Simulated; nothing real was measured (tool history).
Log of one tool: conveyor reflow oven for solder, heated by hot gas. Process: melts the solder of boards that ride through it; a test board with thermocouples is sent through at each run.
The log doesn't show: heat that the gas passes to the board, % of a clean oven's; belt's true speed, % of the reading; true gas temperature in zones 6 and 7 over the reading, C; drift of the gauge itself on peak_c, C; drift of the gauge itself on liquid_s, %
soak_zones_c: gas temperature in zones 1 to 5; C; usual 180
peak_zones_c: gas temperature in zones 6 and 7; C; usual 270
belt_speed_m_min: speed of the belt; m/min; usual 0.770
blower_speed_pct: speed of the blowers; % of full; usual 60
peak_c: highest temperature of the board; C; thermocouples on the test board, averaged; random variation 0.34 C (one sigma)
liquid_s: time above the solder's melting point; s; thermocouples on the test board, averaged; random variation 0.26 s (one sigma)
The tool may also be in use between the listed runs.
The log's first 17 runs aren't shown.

run   hour  soak_zones_c  peak_zones_c  belt_speed_m_min  blower_speed_pct  hours of work since the flux was cleaned out  hours of work since the belt drive was overhauled  hours of work since the thermocouples were changed  peak_c  liquid_s
 18  281.2           188           270             0.883                60                                            86                                                564                                                 503   244.8      33.7
 19  299.6           186           269             0.767                76                                            95                                                573                                                 512   251.1      43.7
 20  312.4           186           268             0.874                60                                           102                                                580                                                 519   242.4      32.2
 21  325.2           177           270             0.770                60                                           108                                                587                                                 526   246.3      37.6
 22  340.5           186           270             0.632                55                                           116                                                595                                                 533   254.5      55.2
 23  354.9           186           270             0.632                55                                           124                                                602                                                 541   254.0      55.2
 24  375.8           186           270             0.632                55                                           135                                                613                                                 552   253.2      55.2
 25  388.7           182           260             0.632                55                                           141                                                619                                                 558   243.8      47.5
 26  399.3           182           274             0.632                55                                           147                                                625                                                 564   256.0      54.7
 27  412.4           182           274             0.632                55                                           153                                                632                                                 571   256.5      54.7
 28  432.3           193           262             0.724                79                                           164                                                642                                                 581   247.4      47.4
 29  450.7           193           262             0.724                79                                           173                                                652                                                 590   247.3      47.6
 30  460.7           193           262             0.724                79                                           178                                                657                                                 596   246.5      47.2
 31  475.1           180           272             0.770                82                                           186                                                664                                                 603   251.1      41.9

3 ways to go on from here, each from the tool as it stands after run 31. What would each give?
  A  485.6           186           270             0.770                54                                           191                                                670                                                 608       ?         ?
  B  485.6           180           272             0.824                82                                           191                                                670                                                 608       ?         ?
  C  485.6           180           270             0.770                68                                           191                                                670                                                 608       ?         ?

run  peak_c  liquid_s
  A   246.1      39.3
  B   249.2      37.5
  C   247.7      39.4
Without the tool's hidden state the same runs would have given:
run  peak_c  liquid_s
  A   249.6      41.4
  B   253.2      39.5
  C   251.5      41.4
